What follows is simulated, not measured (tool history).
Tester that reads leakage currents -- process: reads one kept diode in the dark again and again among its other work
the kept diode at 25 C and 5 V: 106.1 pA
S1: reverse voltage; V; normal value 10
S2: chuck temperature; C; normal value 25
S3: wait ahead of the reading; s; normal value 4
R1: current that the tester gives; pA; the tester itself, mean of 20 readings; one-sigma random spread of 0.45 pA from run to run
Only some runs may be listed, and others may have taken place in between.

{"run": 1, "hour": 0.0, "S1": 10, "S2": 25, "S3": 4, "R1": 154.36}
{"run": 2, "hour": 46.6, "S1": 10, "S2": 25, "S3": 4, "R1": 155.05}
{"run": 3, "hour": 80.0, "S1": 10, "S2": 25, "S3": 4, "R1": 154.84}
{"run": 4, "hour": 123.8, "S1": 10, "S2": 25, "S3": 2.51, "R1": 155.37}
{"run": 5, "hour": 173.7, "S1": 10, "S2": 25, "S3": 2.51, "R1": 154.23}
{"run": 6, "hour": 212.6, "S1": 10, "S2": 25, "S3": 2.51, "R1": 154.81}
{"run": 7, "hour": 243.8, "S1": 10, "S2": 25, "S3": 2.51, "R1": 154.83}
{"run": 8, "hour": 278.6, "S1": 10, "S2": 25, "S3": 2.51, "R1": 154.39}
{"run": 9, "hour": 307.1, "S1": 10, "S2": 25, "S3": 2.51, "R1": 154.42}
{"run": 10, "hour": 349.7, "S1": 10, "S2": 25, "S3": 2.51, "R1": 154.36}
{"run": 11, "hour": 386.8, "S1": 10, "S2": 25, "S3": 4, "R1": 154.66}
{"run": 12, "hour": 449.5, "S1": 10, "S2": 25, "S3": 4, "R1": 154.36}
{"run": 13, "hour": 478.1, "S1": 10, "S2": 25, "S3": 4, "R1": 154.28}
{"run": 14, "hour": 519.7, "S1": 10, "S2": 25, "S3": 4, "R1": 153.27}
{"run": 15, "hour": 582.0, "S1": 4.4, "S2": 25, "S3": 1.75, "R1": 102.65}
{"run": 16, "hour": 628.2, "S1": 4.4, "S2": 25, "S3": 1.75, "R1": 102.82}
{"run": 17, "hour": 690.2, "S1": 1.5, "S2": 23, "S3": 4.62, "R1": 51.84}
{"run": 18, "hour": 726.0, "S1": 3.1, "S2": 23, "S3": 4.62, "R1": 74.57}
{"run": 19, "hour": 775.7, "S1": 3.1, "S2": 23, "S3": 4.62, "R1": 74}
{"hour": 829.6, "done": "probe card cleaned and baked"}
{"run": 20, "hour": 834.4, "S1": 9.4, "S2": 51, "S3": 0.56, "R1": 881.72}
{"run": 21, "hour": 894.5, "S1": 9.4, "S2": 51, "S3": 0.56, "R1": 880.24}
{"run": 22, "hour": 936.3, "S1": 2.9, "S2": 40, "S3": 6.62, "R1": 241.12}
{"run": 23, "hour": 985.0, "S1": 2.9, "S2": 40, "S3": 6.62, "R1": 240.71}

The next listed run, before its measurement:
{"run": 24, "hour": 1026.6, "S1": 2.9, "S2": 40, "S3": 6.62, "R1": "?"}

{"run 24": {"R1": 240.31}}
With the hidden condition absent and the run-to-run variation left alone, this run would have shown R1 246.23 pA.

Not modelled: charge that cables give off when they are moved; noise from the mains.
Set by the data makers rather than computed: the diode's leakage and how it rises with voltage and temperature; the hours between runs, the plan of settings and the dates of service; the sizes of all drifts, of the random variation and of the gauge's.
